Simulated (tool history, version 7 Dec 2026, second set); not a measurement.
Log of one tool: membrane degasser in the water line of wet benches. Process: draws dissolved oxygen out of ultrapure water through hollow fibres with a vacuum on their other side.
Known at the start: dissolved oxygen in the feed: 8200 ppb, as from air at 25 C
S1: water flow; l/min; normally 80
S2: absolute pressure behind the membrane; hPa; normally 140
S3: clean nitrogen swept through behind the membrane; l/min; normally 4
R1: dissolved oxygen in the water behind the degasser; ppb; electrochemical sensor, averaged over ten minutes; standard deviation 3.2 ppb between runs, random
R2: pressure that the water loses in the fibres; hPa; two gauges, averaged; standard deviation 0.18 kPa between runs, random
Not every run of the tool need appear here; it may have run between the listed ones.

Run 1, hour 0: usual settings. Result: R1 462.6 ppb, R2 358.8 hPa.
Run 2, hour 296.4: usual settings. Result: R1 462.6 ppb, R2 357.2 hPa.
At hour 479.1: membrane cartridge changed.
Run 3, hour 639: usual settings. Result: R1 466.1 ppb, R2 359.3 hPa.
Run 4, hour 936.7: usual settings. Result: R1 463.4 ppb, R2 361.5 hPa.
Run 5, hour 1259: usual settings. Result: R1 460.9 ppb, R2 361.5 hPa.
Run 6, hour 1606.3: usual settings but S2 235 hPa. Result: R1 819.8 ppb, R2 361 hPa.
Run 7, hour 1751.2: usual settings but S2 235 hPa. Result: R1 837.2 ppb, R2 362.4 hPa.
Run 8, hour 2013.6: usual settings but S2 235 hPa. Result: R1 830.4 ppb, R2 361.6 hPa.
Run 9, hour 2189.7: usual settings but S2 235 hPa. Result: R1 831.8 ppb, R2 360.8 hPa.
Run 10, hour 2524.3: usual settings but S2 306 hPa. Result: R1 1084.2 ppb, R2 361 hPa.
Run 11, hour 2760.6: usual settings but S2 306 hPa. Result: R1 1074.5 ppb, R2 361.9 hPa.
Run 12, hour 3033.5: usual settings but S1 54 l/min, S2 314 hPa, S3 10.35 l/min. Result: R1 342.4 ppb, R2 245.2 hPa.
Run 13, hour 3177.3: usual settings but S1 76 l/min, S2 116 hPa. Result: R1 349.9 ppb, R2 345.4 hPa.
Run 14, hour 3521.1: usual settings but S2 250 hPa, S3 2.39 l/min. Result: R1 1291.4 ppb, R2 366.4 hPa.
Run 15, hour 3695.1: usual settings but S2 250 hPa, S3 2.39 l/min. Result: R1 1312.1 ppb, R2 365.3 hPa.
Run 16, hour 4048.7: usual settings but S1 99 l/min, S2 155 hPa, S3 2.43 l/min. Result: R1 913.4 ppb, R2 453 hPa.
At hour 4135.3: vacuum gauge calibrated.
Run 17, hour 4278.5: usual settings but S1 99 l/min, S2 155 hPa, S3 2.43 l/min. Result: R1 909.8 ppb, R2 453.1 hPa.
At hour 4560.5: seals of the vacuum lines changed.
Run 18, hour 4568.4: usual settings but S1 99 l/min, S2 174 hPa, S3 3.9 l/min. Result: R1 728 ppb, R2 450.1 hPa.
Run 19, hour 4911.4: usual settings but S1 123 l/min, S2 174 hPa, S3 5.57 l/min. Result: R1 647.1 ppb, R2 562.7 hPa.

5 ways to go on from here, each from the tool as it stands after run 19. What would each give?
Run A, hour 5098.4: usual settings but S1 78 l/min, S2 174 hPa, S3 2.84 l/min. Result: R1 ?, R2 ?.
Run B, hour 5098.4: usual settings but S1 123 l/min, S2 174 hPa, S3 3.94 l/min. Result: R1 ?, R2 ?.
Run C, hour 5098.4: usual settings but S1 123 l/min, S2 174 hPa, S3 9.67 l/min. Result: R1 ?, R2 ?.
Run D, hour 5098.4: usual settings but S3 2.64 l/min. Result: R1 ?, R2 ?.
Run E, hour 5098.4: usual settings but S1 108 l/min, S2 136 hPa, S3 5.57 l/min. Result: R1 ?, R2 ?.

run     R1     R2
  A  772.5  360.3
  B  848.6  563.9
  C  408.2  565.1
  D  646.2  366.6
  E  431.9  494.5
Had the tool no hidden state, the same runs would have come out as:
run     R1     R2
  A  772.5  353.1
  B  848.5  552.6
  C  408.1  553.7
  D  646.1  359.2
  E  431.8  484.5

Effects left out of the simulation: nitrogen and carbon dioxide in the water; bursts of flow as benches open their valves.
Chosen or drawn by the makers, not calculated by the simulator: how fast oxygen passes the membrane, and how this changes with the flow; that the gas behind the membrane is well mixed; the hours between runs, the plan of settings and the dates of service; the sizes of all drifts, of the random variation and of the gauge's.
